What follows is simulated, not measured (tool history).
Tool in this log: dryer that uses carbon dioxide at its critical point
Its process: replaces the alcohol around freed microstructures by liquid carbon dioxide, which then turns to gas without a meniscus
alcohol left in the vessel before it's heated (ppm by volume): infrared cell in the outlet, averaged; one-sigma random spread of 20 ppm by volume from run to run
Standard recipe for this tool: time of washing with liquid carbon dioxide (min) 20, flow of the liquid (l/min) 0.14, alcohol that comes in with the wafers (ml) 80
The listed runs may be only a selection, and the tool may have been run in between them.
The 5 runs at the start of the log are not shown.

| run | hour | time of washing with liquid carbon dioxide (min) | flow of the liquid (l/min) | alcohol that comes in with the wafers (ml) | alcohol left in the vessel before it's heated (ppm by volume) |
|---|---|---|---|---|---|
| 6 | 192.3 | 20 | 0.14 | 80 | 1643 |
| 7 | 227.2 | 20 | 0.212 | 80 | 280 |
| 8 | 271.1 | 20 | 0.212 | 80 | 302 |
| 9 | 302.1 | 20 | 0.14 | 80 | 1933 |
| 10 | 326.8 | 20 | 0.14 | 80 | 1921 |
| 11 | 361.2 | 20 | 0.095 | 80 | 8341 |
| 12 | 401.6 | 20 | 0.095 | 80 | 8588 |
| 13 | 448.3 | 20 | 0.143 | 80 | 2105 |
| 14 | 498.3 | 20 | 0.143 | 80 | 2236 |
| 15 | 534.2 | 20 | 0.14 | 80 | 2504 |
| 16 | 578.9 | 20 | 0.14 | 80 | 2599 |
| 17 | 606.1 | 20 | 0.14 | 80 | 2709 |
| 18 | 650.3 | 18 | 0.14 | 80 | 4219 |
| 19 | 697 | 18 | 0.14 | 80 | 4441 |
|  | 730.8 | inlet filter changed |
| 20 | 730.8 | 18 | 0.14 | 80 | 2391 |
| 21 | 783.8 | 18 | 0.14 | 80 | 2521 |
| 22 | 837 | 18 | 0.14 | 116 | 3807 |
| 23 | 880.7 | 20 | 0.101 | 80 | 6298 |
| 24 | 919.8 | 20 | 0.101 | 94 | 7485 |
| 25 | 970 | 17 | 0.128 | 109 | 6975 |
|  | 1013.1 | purifier's bed changed |
| 26 | 1026.5 | 17 | 0.128 | 109 | 7232 |
| 27 | 1071.4 | 17 | 0.128 | 109 | 7398 |
| 28 | 1113.1 | 26 | 0.179 | 51 | 91 |

For run 29, what comes out?
| 29 | 1136.2 | 26 | 0.09 | 25 | ? |

Logged for run 29: alcohol left in the vessel before it's heated (ppm by volume) 1489.
Without the tool's hidden state the same run would have given alcohol left in the vessel before it's heated (ppm by volume) 956.
